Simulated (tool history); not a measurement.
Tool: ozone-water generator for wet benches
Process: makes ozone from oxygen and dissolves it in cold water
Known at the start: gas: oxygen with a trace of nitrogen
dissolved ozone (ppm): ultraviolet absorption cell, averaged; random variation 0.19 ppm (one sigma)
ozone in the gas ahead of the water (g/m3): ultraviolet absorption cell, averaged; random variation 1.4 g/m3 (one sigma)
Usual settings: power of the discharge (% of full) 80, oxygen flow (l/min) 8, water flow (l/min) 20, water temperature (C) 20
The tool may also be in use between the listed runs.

run	hour	power of the discharge (% of full)	oxygen flow (l/min)	water flow (l/min)	water temperature (C)	dissolved ozone (ppm)	ozone in the gas ahead of the water (g/m3)
1	0	80	8	20	20	22.3	257
2	29.1	80	8	20	20	22	259
3	58.8	80	8	20	20	22	256.4
4	103.9	80	8	30	20	16.5	256
5	141.9	80	8	20	14	24.3	257.8
6	194.8	80	8	20	14	24.1	256.9
7	225.8	55	11.3	24	15	17.2	177.5
8	263.9	71	9.08	18	27	18.7	226.5
9	301.7	71	9.08	15	27	20.5	227.7
10	343.3	71	7.73	14	25	23.5	244.8
11	390.2	71	7.73	14	25	23.2	244.9

The next listed run, before its measurement:
12	419.4	71	7.73	14	25	?	?

Run 12 gave dissolved ozone (ppm) 23.3, ozone in the gas ahead of the water (g/m3) 244.4.
Without the tool's hidden state the same run would have given dissolved ozone (ppm) 27.5, ozone in the gas ahead of the water (g/m3) 254.7.
